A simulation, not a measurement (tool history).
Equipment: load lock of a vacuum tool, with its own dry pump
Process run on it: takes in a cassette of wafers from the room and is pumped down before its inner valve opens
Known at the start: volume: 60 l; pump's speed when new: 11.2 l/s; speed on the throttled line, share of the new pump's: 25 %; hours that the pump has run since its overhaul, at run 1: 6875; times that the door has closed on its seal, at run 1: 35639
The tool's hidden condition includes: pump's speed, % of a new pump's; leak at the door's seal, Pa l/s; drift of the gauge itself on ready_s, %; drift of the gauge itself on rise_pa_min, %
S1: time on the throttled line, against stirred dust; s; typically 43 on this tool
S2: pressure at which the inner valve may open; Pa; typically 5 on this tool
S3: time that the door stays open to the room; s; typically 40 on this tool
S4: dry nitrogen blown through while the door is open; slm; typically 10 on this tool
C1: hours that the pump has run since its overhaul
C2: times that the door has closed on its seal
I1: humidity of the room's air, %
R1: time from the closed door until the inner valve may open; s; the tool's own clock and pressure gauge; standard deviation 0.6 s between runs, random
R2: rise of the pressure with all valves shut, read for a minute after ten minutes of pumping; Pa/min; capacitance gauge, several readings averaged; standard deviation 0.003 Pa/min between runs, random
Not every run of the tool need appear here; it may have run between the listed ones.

{"run": 1, "hour": 0.0, "S1": 43, "S2": 5, "S3": 40, "S4": 10, "C1": 6875, "C2": 35639, "I1": 43, "R1": 86.1, "R2": 0.041}
{"hour": 29.4, "done": "door's seal changed, seat wiped"}
{"run": 2, "hour": 99.5, "S1": 43, "S2": 6, "S3": 40, "S4": 10, "C1": 6973, "C2": 288, "I1": 46, "R1": 84.4, "R2": 0.039}
{"run": 3, "hour": 184.4, "S1": 43, "S2": 6, "S3": 40, "S4": 10, "C1": 7058, "C2": 636, "I1": 43.8, "R1": 85.8, "R2": 0.035}
{"run": 4, "hour": 318.1, "S1": 43, "S2": 6, "S3": 40, "S4": 10, "C1": 7192, "C2": 1184, "I1": 42.4, "R1": 85.5, "R2": 0.041}
{"run": 5, "hour": 437.9, "S1": 43, "S2": 6, "S3": 40, "S4": 10, "C1": 7312, "C2": 1675, "I1": 46.1, "R1": 85.4, "R2": 0.037}
{"run": 6, "hour": 610.3, "S1": 43, "S2": 6, "S3": 40, "S4": 10, "C1": 7484, "C2": 2382, "I1": 44.4, "R1": 85.2, "R2": 0.039}
{"run": 7, "hour": 754.2, "S1": 43, "S2": 6, "S3": 40, "S4": 10, "C1": 7628, "C2": 2972, "I1": 44, "R1": 85.6, "R2": 0.035}
{"run": 8, "hour": 843.1, "S1": 43, "S2": 6, "S3": 40, "S4": 10, "C1": 7717, "C2": 3337, "I1": 44.6, "R1": 85, "R2": 0.039}
{"run": 9, "hour": 927.8, "S1": 43, "S2": 6, "S3": 40, "S4": 10, "C1": 7801, "C2": 3684, "I1": 41.9, "R1": 84.9, "R2": 0.038}
{"run": 10, "hour": 1056.7, "S1": 43, "S2": 6, "S3": 40, "S4": 10, "C1": 7930, "C2": 4213, "I1": 44.2, "R1": 85.6, "R2": 0.044}
{"run": 11, "hour": 1128.5, "S1": 43, "S2": 6, "S3": 40, "S4": 10, "C1": 8002, "C2": 4507, "I1": 45.5, "R1": 85.1, "R2": 0.036}
{"run": 12, "hour": 1282.8, "S1": 43, "S2": 6, "S3": 40, "S4": 10, "C1": 8157, "C2": 5140, "I1": 46.9, "R1": 85.1, "R2": 0.038}
{"run": 13, "hour": 1365.0, "S1": 49, "S2": 7, "S3": 40, "S4": 10, "C1": 8239, "C2": 5477, "I1": 45, "R1": 88.5, "R2": 0.042}
{"run": 14, "hour": 1497.5, "S1": 78, "S2": 4, "S3": 40, "S4": 10, "C1": 8371, "C2": 6021, "I1": 47.6, "R1": 113.9, "R2": 0.044}
{"run": 15, "hour": 1575.0, "S1": 78, "S2": 4, "S3": 40, "S4": 10, "C1": 8449, "C2": 6338, "I1": 42.6, "R1": 114.4, "R2": 0.04}
{"run": 16, "hour": 1689.9, "S1": 28, "S2": 5, "S3": 49, "S4": 10, "C1": 8564, "C2": 6810, "I1": 45.9, "R1": 74.1, "R2": 0.049}
{"run": 17, "hour": 1790.9, "S1": 28, "S2": 5, "S3": 49, "S4": 10, "C1": 8665, "C2": 7224, "I1": 45, "R1": 74, "R2": 0.043}
{"run": 18, "hour": 1960.2, "S1": 38, "S2": 9, "S3": 40, "S4": 10, "C1": 8834, "C2": 7918, "I1": 46.4, "R1": 79.4, "R2": 0.046}
{"run": 19, "hour": 2127.9, "S1": 38, "S2": 9, "S3": 40, "S4": 10, "C1": 9002, "C2": 8606, "I1": 43.2, "R1": 80, "R2": 0.035}
{"run": 20, "hour": 2200.6, "S1": 46, "S2": 5, "S3": 60, "S4": 31, "C1": 9074, "C2": 8904, "I1": 45.5, "R1": 88.6, "R2": 0.034}

Predict each of these 5 candidate next runs independently; none follows another, all start after run 20:
{"run": "A", "hour": 2281.4, "S1": 25, "S2": 5, "S3": 41, "S4": 9, "C1": 9155, "C2": 9235, "I1": 42.1, "R1": "?", "R2": "?"}
{"run": "B", "hour": 2281.4, "S1": 22, "S2": 5, "S3": 34, "S4": 5, "C1": 9155, "C2": 9235, "I1": 41.5, "R1": "?", "R2": "?"}
{"run": "C", "hour": 2281.4, "S1": 60, "S2": 9, "S3": 40, "S4": 10, "C1": 9155, "C2": 9235, "I1": 43.3, "R1": "?", "R2": "?"}
{"run": "D", "hour": 2281.4, "S1": 27, "S2": 5, "S3": 60, "S4": 31, "C1": 9155, "C2": 9235, "I1": 43.6, "R1": "?", "R2": "?"}
{"run": "E", "hour": 2281.4, "S1": 43, "S2": 5, "S3": 32, "S4": 11, "C1": 9155, "C2": 9235, "I1": 45, "R1": "?", "R2": "?"}

run=A R1=72.3 R2=0.036
run=B R1=70.2 R2=0.036
run=C R1=94.9 R2=0.037
run=D R1=74.5 R2=0.033
run=E R1=85.9 R2=0.035
Without the tool's unlogged condition, the same runs would have read:
run=A R1=72.3 R2=0.036
run=B R1=70.2 R2=0.036
run=C R1=94.9 R2=0.036
run=D R1=74.5 R2=0.033
run=E R1=85.9 R2=0.034

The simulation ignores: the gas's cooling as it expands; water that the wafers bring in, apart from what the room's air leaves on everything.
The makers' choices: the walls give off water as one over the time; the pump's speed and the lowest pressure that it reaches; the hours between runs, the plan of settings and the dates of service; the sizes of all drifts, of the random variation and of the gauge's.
